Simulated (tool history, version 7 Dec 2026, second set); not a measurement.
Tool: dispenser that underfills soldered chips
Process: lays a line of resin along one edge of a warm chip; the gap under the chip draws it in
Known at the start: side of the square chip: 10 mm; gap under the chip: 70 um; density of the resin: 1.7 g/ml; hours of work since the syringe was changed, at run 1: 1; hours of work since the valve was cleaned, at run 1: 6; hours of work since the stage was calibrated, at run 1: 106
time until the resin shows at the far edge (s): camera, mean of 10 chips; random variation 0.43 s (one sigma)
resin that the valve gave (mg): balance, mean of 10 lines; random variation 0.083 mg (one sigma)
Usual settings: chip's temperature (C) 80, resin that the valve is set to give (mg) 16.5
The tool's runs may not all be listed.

run    day  chip's temperature (C)  resin that the valve is set to give (mg)  hours of work since the syringe was changed  hours of work since the valve was cleaned  hours of work since the stage was calibrated  time until the resin shows at the far edge (s)  resin that the valve gave (mg)
  1      0                      80                                      16.5                                            1                                          6                                           106                                            32.4                           16.47
  2  0.083                      80                                      16.5                                            2                                          7                                           107                                            38.2                           16.23
  3  0.242                      80                                      16.5                                            5                                          9                                           109                                            45.9                            16.4
      0.35  -- new syringe of resin
  4  0.354                      80                                      16.5                                            0                                         11                                           111                                            32.9                           16.23
  5  0.546                      80                                      16.5                                            3                                         14                                           114                                            42.8                           16.11
  6  0.646                      80                                      16.5                                            5                                         16                                           116                                            47.8                           16.17
     0.758  -- new syringe of resin
  7  0.829                      79                                        19                                            1                                         19                                           119                                            34.5                           18.59
  8  0.979                      79                                      16.2                                            4                                         21                                           121                                            44.9                           15.82
     1.167  -- new syringe of resin
  9  1.179                      80                                      18.1                                            0                                         24                                           124                                              32                           17.62
 10   1.35                      80                                      15.7                                            3                                         27                                           127                                            41.8                           15.19
 11  1.504                      66                                      14.8                                            5                                         29                                           129                                            99.7                            14.4
     1.571  -- new syringe of resin
 12  1.642                      66                                        21                                            1                                         31                                           131                                            63.8                           20.25

4 ways to go on from here, each from the tool as it stands after run 12. What would each give?
  A  1.729                      83                                      16.5                                            3                                         33                                           133                                               ?                               ?
  B  1.729                      69                                      14.7                                            3                                         33                                           133                                               ?                               ?
  C  1.729                      80                                      14.8                                            3                                         33                                           133                                               ?                               ?
  D  1.729                      66                                      20.8                                            3                                         33                                           133                                               ?                               ?

run  time until the resin shows at the far edge (s)  resin that the valve gave (mg)
  A                                            35.6                           16.06
  B                                            66.6                           14.27
  C                                            41.1                           14.39
  D                                            72.2                           20.23
Without the tool's hidden state the same runs would have given:
run  time until the resin shows at the far edge (s)  resin that the valve gave (mg)
  A                                            27.6                           16.57
  B                                            51.3                           14.72
  C                                            31.6                           14.85
  D                                            56.2                           20.87
